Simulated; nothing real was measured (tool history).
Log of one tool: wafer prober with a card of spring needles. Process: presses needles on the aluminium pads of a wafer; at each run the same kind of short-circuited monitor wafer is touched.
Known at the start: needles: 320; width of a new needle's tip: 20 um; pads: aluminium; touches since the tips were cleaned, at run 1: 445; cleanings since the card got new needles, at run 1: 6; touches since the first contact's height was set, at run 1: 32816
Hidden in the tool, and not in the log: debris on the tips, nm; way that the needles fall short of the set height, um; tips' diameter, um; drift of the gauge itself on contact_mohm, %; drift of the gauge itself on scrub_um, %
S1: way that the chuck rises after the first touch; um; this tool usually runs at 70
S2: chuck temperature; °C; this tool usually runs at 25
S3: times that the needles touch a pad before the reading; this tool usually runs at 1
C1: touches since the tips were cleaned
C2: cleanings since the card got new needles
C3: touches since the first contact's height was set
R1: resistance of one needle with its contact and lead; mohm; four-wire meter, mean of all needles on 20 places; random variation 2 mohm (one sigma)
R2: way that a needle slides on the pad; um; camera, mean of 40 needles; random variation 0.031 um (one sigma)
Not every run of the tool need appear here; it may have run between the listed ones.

run   hour  S1   S2  S3    C1  C2      C3   R1     R2
  1      0  70   25   1   445   6   32816  241  16.42
      10.2  -- tips cleaned on abrasive film
      22.4  -- tips cleaned on abrasive film
  2   28.2  70   25   1  2281   8   43877  257  16.42
      35.2  -- tips cleaned on abrasive film
  3   45.8  70   25   1  4206   9   50810  270  16.33
      47.8  -- tips cleaned on abrasive film
      59.6  -- tips cleaned on abrasive film
  4   61.2  70   25   1   603  11   56807  240  16.31
      71.3  -- tips cleaned on abrasive film
      84.1  -- tips cleaned on abrasive film
  5   89.1  70  111   1  2005  13   67798  272  16.29
      95.8  -- tips cleaned on abrasive film
  6  105.9  70  111   1  3987  14   74379  290  16.26
     108.4  -- tips cleaned on abrasive film
     120.6  -- tips cleaned on abrasive film
  7  122.4  70  111   3   718  16   80823  255  16.19
     133.5  -- tips cleaned on abrasive film
       145  -- tips cleaned on abrasive film
  8    145  70   25   2     0  18   89672  229  16.19
     156.5  -- tips cleaned on abrasive film
  9  164.5  70   61   1  3157  19   97365  274  16.11
     169.4  -- tips cleaned on abrasive film
     181.3  -- tips cleaned on abrasive film
 10  182.2  70   61   1   385  21  104303  247  16.15
     193.3  -- tips cleaned on abrasive film
 11  195.9  70   61   1  1039  22  109683  250  16.14
     204.8  -- tips cleaned on abrasive film
 12  209.3  70   61   1  1772  23  114915  261  16.08
       214  -- height of the first contact set anew
     218.3  -- tips cleaned on abrasive film
     230.3  -- tips cleaned on abrasive film
 13  231.7  70   25   1   546  25    6913  235  16.52
     242.7  -- tips cleaned on abrasive film
 14    248  70   39   1  2106  26   13317  264  16.47
     255.7  -- tips cleaned on abrasive film
 15  265.3  70   39   1  3814  27   20129  274  16.51
     267.8  -- tips cleaned on abrasive film
     279.1  -- tips cleaned on abrasive film
     291.2  -- tips cleaned on abrasive film
 16  291.2  70   39   1     0  30   30235  229  16.44
     303.5  -- tips cleaned on abrasive film
 17  304.9  70   39   1   569  31   35640  246   16.4
     315.6  -- tips cleaned on abrasive film
 18  317.2  78   90   1   669  32   40469  253  18.23
     327.8  -- tips cleaned on abrasive film
     339.9  -- tips cleaned on abrasive film
 19  340.7  54   60   1   298  34   49653  250  12.54
     352.2  -- tips cleaned on abrasive film
 20  352.8  75   60   2   250  35   54433  237  17.53
     365.7  -- tips cleaned on abrasive film
 21  367.4  75   60   2   677  36   60136  242  17.44
     377.5  -- tips cleaned on abrasive film
 22  385.2  75   60   2  3049  37   67161  250  17.48
     388.9  -- tips cleaned on abrasive film
     401.2  -- tips cleaned on abrasive film
 23  401.3  71   60   2    29  39   73420  236  16.42
     413.9  -- tips cleaned on abrasive film
 24  417.3  89   42   2  1347  40   79736  232  20.69
     425.6  -- tips cleaned on abrasive film
     436.9  -- tips cleaned on abrasive film
 25  440.2  89   42   2  1304  42   88692  237  20.65
     449.1  -- tips cleaned on abrasive film
 26  457.4  79   25   1  3257  43   95459  263  18.19
     461.5  -- tips cleaned on abrasive film
 27  471.1  79   25   1  3807  44  100850  266  18.23
     472.8  -- tips cleaned on abrasive film
     484.9  -- tips cleaned on abrasive film
 28  484.9  79   84   1     0  46  106208  239  18.14
     497.5  -- tips cleaned on abrasive film
     510.2  -- tips cleaned on abrasive film
       512  -- height of the first contact set anew
 29  512.4  77   25   1   719  48     149  239  18.15
       522  -- tips cleaned on abrasive film
     534.7  -- tips cleaned on abrasive film
 30  538.9  89   95   1  1659  50   10559  258     21
     547.4  -- tips cleaned on abrasive film
 31  553.8  89   95   1  2555  51   16441  258   20.9

3 options for the next run, each taken on its own from the tool as it stands now. Forecast them:
     559.7  -- tips cleaned on abrasive film
  A   567  89  61   1  2886  52  21606   ?   ?
     559.7  -- tips cleaned on abrasive film
  B   567  89  95   2  2886  52  21606   ?   ?
     559.7  -- tips cleaned on abrasive film
  C   567  89  76   2  2886  52  21606   ?   ?

run   R1     R2
  A  258  20.94
  B  256  20.98
  C  245  20.94
With no hidden state in the tool, these same runs would have given:
run   R1     R2
  A  230  21.03
  B  240  21.07
  C  229  21.04

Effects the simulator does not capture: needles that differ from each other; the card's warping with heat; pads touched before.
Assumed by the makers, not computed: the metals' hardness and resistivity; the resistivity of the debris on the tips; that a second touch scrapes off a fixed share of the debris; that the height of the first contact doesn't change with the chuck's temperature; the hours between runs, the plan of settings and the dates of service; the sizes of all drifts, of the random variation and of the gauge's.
